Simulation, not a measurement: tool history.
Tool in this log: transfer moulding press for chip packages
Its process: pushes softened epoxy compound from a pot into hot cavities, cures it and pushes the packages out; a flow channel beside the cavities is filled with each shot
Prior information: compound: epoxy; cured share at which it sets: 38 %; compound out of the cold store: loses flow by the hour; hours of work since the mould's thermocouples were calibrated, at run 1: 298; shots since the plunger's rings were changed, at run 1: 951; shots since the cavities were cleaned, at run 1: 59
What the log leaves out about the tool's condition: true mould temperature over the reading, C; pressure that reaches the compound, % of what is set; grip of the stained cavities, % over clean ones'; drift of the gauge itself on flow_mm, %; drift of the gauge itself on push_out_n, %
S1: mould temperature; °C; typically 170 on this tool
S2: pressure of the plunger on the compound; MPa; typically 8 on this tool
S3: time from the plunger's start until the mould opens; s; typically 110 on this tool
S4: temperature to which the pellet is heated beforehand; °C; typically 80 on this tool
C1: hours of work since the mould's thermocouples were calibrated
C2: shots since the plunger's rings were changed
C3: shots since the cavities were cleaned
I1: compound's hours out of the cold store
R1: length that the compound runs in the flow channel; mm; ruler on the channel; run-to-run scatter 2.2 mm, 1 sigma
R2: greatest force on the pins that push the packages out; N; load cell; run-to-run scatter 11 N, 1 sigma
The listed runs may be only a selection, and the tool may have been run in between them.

| run | hour | S1 | S2 | S3 | S4 | C1 | C2 | C3 | I1 | R1 | R2 |
|---|---|---|---|---|---|---|---|---|---|---|---|
| 1 | 0 | 170 | 8 | 110 | 80 | 298 | 951 | 59 | 34.5 | 766 | 549 |
| 2 | 7.9 | 170 | 8 | 110 | 80 | 302 | 1017 | 125 | 12 | 871 | 607 |
| 3 | 16.1 | 170 | 8 | 100 | 80 | 306 | 1086 | 194 | 9.3 | 877 | 755 |
| 4 | 34 | 170 | 8 | 100 | 80 | 316 | 1236 | 344 | 13 | 864 | 805 |
| 5 | 47.4 | 170 | 8 | 110 | 89 | 322 | 1349 | 457 | 24.8 | 803 | 703 |
|  | 58.1 | mould's thermocouples calibrated |
| 6 | 66.5 | 170 | 8 | 110 | 89 | 4 | 1492 | 600 | 40.7 | 733 | 734 |
|  | 71.1 | cavities cleaned with cleaning compound and waxed |
| 7 | 82.7 | 170 | 8 | 110 | 89 | 12 | 1616 | 98 | 27.4 | 790 | 600 |
| 8 | 99.4 | 170 | 8 | 110 | 80 | 21 | 1756 | 238 | 30.5 | 774 | 649 |
|  | 113.4 | mould's thermocouples calibrated, once more |
| 9 | 113.4 | 170 | 8 | 110 | 80 | 0 | 1857 | 339 | 37.7 | 745 | 686 |
| 10 | 127.8 | 170 | 8 | 110 | 77 | 7 | 1977 | 459 | 26.8 | 788 | 715 |
| 11 | 141 | 170 | 8 | 110 | 77 | 14 | 2089 | 571 | 31.9 | 762 | 723 |
|  | 148.9 | cavities cleaned with cleaning compound and waxed |
| 12 | 151.1 | 170 | 8 | 110 | 71 | 19 | 2160 | 17 | 44.3 | 716 | 527 |
| 13 | 163.7 | 170 | 8 | 110 | 71 | 25 | 2266 | 123 | 34.5 | 750 | 566 |
| 14 | 174.5 | 170 | 8 | 110 | 71 | 31 | 2357 | 214 | 16.9 | 822 | 637 |
| 15 | 182.2 | 170 | 8 | 110 | 71 | 35 | 2422 | 279 | 42.8 | 714 | 665 |
| 16 | 191.4 | 170 | 8 | 110 | 71 | 39 | 2499 | 356 | 30.5 | 769 | 698 |
| 17 | 209.2 | 170 | 8 | 109 | 71 | 49 | 2648 | 505 | 24.1 | 785 | 731 |
| 18 | 216.9 | 170 | 8 | 105 | 77 | 53 | 2713 | 570 | 46.7 | 700 | 761 |
|  | 225 | cavities cleaned with cleaning compound and waxed |
| 19 | 230.3 | 170 | 8.67 | 111 | 85 | 59 | 2813 | 44 | 25.4 | 813 | 519 |
| 20 | 241.2 | 170 | 8.4 | 111 | 73 | 64 | 2905 | 136 | 43.5 | 725 | 577 |
| 21 | 251.4 | 162 | 8 | 110 | 80 | 70 | 2990 | 221 | 18.8 | 839 | 1053 |
|  | 259.1 | plunger's sealing rings changed |
| 22 | 267.1 | 162 | 8 | 110 | 80 | 76 | 67 | 332 | 17.7 | 887 | 1100 |
| 23 | 279.1 | 162 | 8 | 110 | 80 | 83 | 167 | 432 | 17 | 890 | 1185 |
| 24 | 295.3 | 170 | 7.69 | 93 | 82 | 91 | 304 | 569 | 11.9 | 863 | 997 |
|  | 304.1 | cavities cleaned with cleaning compound and waxed |
| 25 | 312.8 | 170 | 7.69 | 93 | 82 | 99 | 438 | 73 | 28.3 | 781 | 746 |
| 26 | 328.6 | 174 | 9.13 | 133 | 81 | 107 | 571 | 206 | 13.9 | 902 | 520 |
| 27 | 340.7 | 173 | 8.82 | 135 | 87 | 114 | 673 | 308 | 41.9 | 764 | 556 |
| 28 | 353.4 | 170 | 8 | 148 | 80 | 120 | 779 | 414 | 22.5 | 822 | 579 |
| 29 | 371.8 | 170 | 8.75 | 148 | 84 | 130 | 934 | 569 | 15.8 | 893 | 601 |

Forecast each of these 3 alternatives for the next run:
|  | 381.2 | cavities cleaned with cleaning compound and waxed |
| A | 391 | 170 | 6.75 | 148 | 84 | 139 | 1082 | 82 | 16.6 | ? | ? |
|  | 381.2 | cavities cleaned with cleaning compound and waxed |
| B | 391 | 175 | 8.75 | 104 | 89 | 139 | 1082 | 82 | 31.1 | ? | ? |
|  | 381.2 | cavities cleaned with cleaning compound and waxed |
| C | 391 | 167 | 8.75 | 120 | 84 | 139 | 1082 | 82 | 46.9 | ? | ? |

| run | R1 | R2 |
|---|---|---|
| A | 774 | 481 |
| B | 796 | 507 |
| C | 763 | 567 |
With the hidden condition removed and each run's random variation left untouched, the same runs would have given:
| run | R1 | R2 |
|---|---|---|
| A | 788 | 431 |
| B | 810 | 452 |
| C | 776 | 504 |
